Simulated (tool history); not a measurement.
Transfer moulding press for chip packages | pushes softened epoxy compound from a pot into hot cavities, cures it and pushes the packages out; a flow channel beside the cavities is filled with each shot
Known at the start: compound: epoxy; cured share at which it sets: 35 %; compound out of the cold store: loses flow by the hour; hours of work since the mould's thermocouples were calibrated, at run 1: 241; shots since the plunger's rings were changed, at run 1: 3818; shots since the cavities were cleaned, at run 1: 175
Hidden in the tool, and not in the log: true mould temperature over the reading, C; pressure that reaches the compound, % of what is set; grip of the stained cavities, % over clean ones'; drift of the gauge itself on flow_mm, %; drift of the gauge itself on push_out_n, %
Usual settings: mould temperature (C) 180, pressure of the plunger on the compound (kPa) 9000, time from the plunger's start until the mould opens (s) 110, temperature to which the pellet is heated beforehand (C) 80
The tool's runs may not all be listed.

| run | hour | mould temperature (C) | pressure of the plunger on the compound (kPa) | time from the plunger's start until the mould opens (s) | temperature to which the pellet is heated beforehand (C) | hours of work since the mould's thermocouples were calibrated | shots since the plunger's rings were changed | shots since the cavities were cleaned | incoming compound's hours out of the cold store | length that the compound runs in the flow channel (mm) | greatest force on the pins that push the packages out (N) |
|---|---|---|---|---|---|---|---|---|---|---|---|
| 1 | 0.0 | 180 | 9000 | 110 | 80 | 241 | 3818 | 175 | 45.3 | 718 | 310 |
| 2 | 21.0 | 180 | 9000 | 110 | 80 | 258 | 4077 | 434 | 16.6 | 871 | 319 |
|  | 25.5 | cavities cleaned with cleaning compound and waxed |
| 3 | 61.5 | 180 | 9000 | 110 | 80 | 288 | 4559 | 444 | 22.5 | 836 | 316 |
|  | 67.6 | cavities cleaned with cleaning compound and waxed |
|  | 110.1 | cavities cleaned with cleaning compound and waxed |
| 4 | 111.1 | 174 | 9000 | 110 | 80 | 325 | 5135 | 13 | 20.3 | 852 | 413 |
|  | 116.8 | plunger's sealing rings changed |
|  | 153.5 | cavities cleaned with cleaning compound and waxed |
| 5 | 159.2 | 174 | 9000 | 110 | 80 | 359 | 506 | 71 | 33.5 | 787 | 400 |
|  | 193.5 | cavities cleaned with cleaning compound and waxed |
| 6 | 209.1 | 174 | 9000 | 110 | 80 | 397 | 1103 | 193 | 37.6 | 762 | 401 |
|  | 235.2 | cavities cleaned with cleaning compound and waxed |
| 7 | 244.4 | 174 | 9000 | 110 | 80 | 423 | 1521 | 114 | 11.1 | 916 | 446 |
|  | 277.1 | cavities cleaned with cleaning compound and waxed |
| 8 | 282.9 | 174 | 9000 | 110 | 80 | 452 | 1977 | 72 | 35.9 | 775 | 401 |
|  | 318.5 | cavities cleaned with cleaning compound and waxed |
| 9 | 319.6 | 174 | 9000 | 110 | 80 | 479 | 2412 | 14 | 45.2 | 725 | 386 |
|  | 358.9 | cavities cleaned with cleaning compound and waxed |
| 10 | 372.4 | 180 | 9000 | 110 | 80 | 519 | 3046 | 167 | 45.7 | 714 | 298 |
|  | 400.5 | cavities cleaned with cleaning compound and waxed |
| 11 | 409.9 | 180 | 9000 | 110 | 80 | 548 | 3490 | 117 | 12.1 | 894 | 332 |
| 12 | 434.1 | 180 | 9000 | 110 | 80 | 566 | 3789 | 416 | 16.4 | 867 | 325 |
|  | 442.7 | cavities cleaned with cleaning compound and waxed |
| 13 | 469.0 | 180 | 9000 | 110 | 80 | 593 | 4202 | 325 | 19.1 | 858 | 314 |
|  | 484.6 | cavities cleaned with cleaning compound and waxed |
| 14 | 492.1 | 180 | 9000 | 110 | 80 | 609 | 4468 | 93 | 43.2 | 739 | 308 |
| 15 | 519.3 | 180 | 7730 | 110 | 80 | 631 | 4804 | 429 | 43.8 | 666 | 294 |
|  | 527.6 | cavities cleaned with cleaning compound and waxed |
|  | 547.0 | mould's thermocouples calibrated |
| 16 | 548.6 | 186 | 8040 | 110 | 80 | 1 | 5123 | 235 | 27.8 | 752 | 289 |
|  | 555.7 | plunger's sealing rings changed |
|  | 574.6 | cavities cleaned with cleaning compound and waxed |
| 17 | 577.1 | 183 | 9500 | 133 | 71 | 20 | 246 | 31 | 39.6 | 763 | 261 |
|  | 615.4 | cavities cleaned with cleaning compound and waxed |
| 18 | 616.1 | 183 | 7860 | 133 | 77 | 50 | 709 | 9 | 19.7 | 787 | 266 |
| 19 | 649.6 | 183 | 7860 | 133 | 77 | 76 | 1122 | 422 | 8.1 | 850 | 273 |
|  | 656.1 | cavities cleaned with cleaning compound and waxed |
| 20 | 688.1 | 183 | 7860 | 133 | 77 | 105 | 1579 | 396 | 14.5 | 815 | 273 |
|  | 698.4 | cavities cleaned with cleaning compound and waxed |
|  | 740.2 | cavities cleaned with cleaning compound and waxed |
| 21 | 740.2 | 174 | 10950 | 110 | 77 | 143 | 2185 | 0 | 24.5 | 913 | 429 |
|  | 780.4 | cavities cleaned with cleaning compound and waxed |
| 22 | 780.4 | 174 | 10950 | 110 | 77 | 173 | 2664 | 0 | 13.5 | 991 | 436 |
|  | 824.7 | cavities cleaned with cleaning compound and waxed |
| 23 | 829.9 | 180 | 8330 | 96 | 80 | 211 | 3257 | 65 | 24.2 | 787 | 381 |

Run 24 comes next. What will it give?
|  | 865.5 | cavities cleaned with cleaning compound and waxed |
| 24 | 865.5 | 176 | 9000 | 110 | 80 | 237 | 3677 | 0 | 9.7 | ? | ? |

{"run 24": {"length that the compound runs in the flow channel (mm)": 915, "greatest force on the pins that push the packages out (N)": 390}}
Without the tool's hidden state the same run would have given length that the compound runs in the flow channel (mm) 916, greatest force on the pins that push the packages out (N) 389.
